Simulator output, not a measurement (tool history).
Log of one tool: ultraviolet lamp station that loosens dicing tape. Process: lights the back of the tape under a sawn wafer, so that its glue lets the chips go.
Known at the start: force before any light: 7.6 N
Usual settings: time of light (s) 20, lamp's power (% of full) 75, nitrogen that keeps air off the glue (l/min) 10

run	hour	time of light (s)	lamp's power (% of full)	nitrogen that keeps air off the glue (l/min)	force that peels the tape off (N)	light that reached the tape (J/m2)
1	0	20	75	10	0.857	4610
2	17.6	20	75	10	0.843	4540
3	31.3	20	83	10	0.687	5050
4	47.5	20	75	10	0.859	4560
5	70	20	75	10	0.838	4580
6	93.1	20	75	10	0.871	4580
7	103.1	20	75	13	0.758	4510
8	120.1	20	75	10	0.898	4520
9	144	20	75	14	0.735	4490
10	160.2	20	75	10	0.9	4490
11	178.6	25	75	10	0.557	5560
12	200.6	29	75	10	0.394	6390
13	212.5	20	75	10	0.908	4440
14	235.6	20	75	10	0.935	4400
15	250.8	20	75	10	0.912	4380
16	269.5	20	75	10	0.957	4410
17	280.1	20	75	10	0.977	4400
18	290.8	20	75	10	0.933	4390
19	314.7	20	75	6	1.261	4320
20	333.6	20	75	3	1.979	4290
21	349.4	31	75	3	0.93	6700
22	365.8	31	75	3	0.914	6610
23	384.5	13	69	5	2.909	2560
24	400.2	20	80	10	0.865	4570
25	420.2	20	80	10	0.889	4600
26	443.3	20	98	10	0.576	5540
27	454.9	20	98	10	0.568	5480
28	467.3	20	98	10	0.584	5480
29	479	39	75	7	0.294	8210
30	502.8	28	81	7	0.558	6350
31	526.3	28	81	7	0.574	6370
32	539.2	32	81	7	0.396	7140
33	552.6	18	95	8	0.929	4740
34	569.4	18	95	8	0.957	4710
35	583	35	95	3	0.474	9180
36	603	27	62	3	1.696	4540
37	621	34	90	6	0.311	8380
38	633.2	34	90	6	0.316	8400
39	652.1	34	90	6	0.323	8280
40	662.4	21	63	6	1.811	3600
41	683.1	21	63	6	1.721	3600
42	697.8	21	87	5	1.179	4910
43	721.5	20	83	13	0.772	4410

5 ways to go on from here, each from the tool as it stands after run 43. What would each give?
A	739.2	38	75	18	?	?
B	739.2	20	67	13	?	?
C	739.2	22	83	11	?	?
D	739.2	11	79	14	?	?
E	739.2	19	92	13	?	?

run	force that peels the tape off (N)	light that reached the tape (J/m2)
A	0.17	7620
B	1.18	3570
C	0.713	4860
D	2.129	2290
E	0.704	4680
Without the tool's hidden state the same runs would have given:
run	force that peels the tape off (N)	light that reached the tape (J/m2)
A	0.112	9470
B	0.773	4430
C	0.43	6030
D	1.589	2840
E	0.428	5810
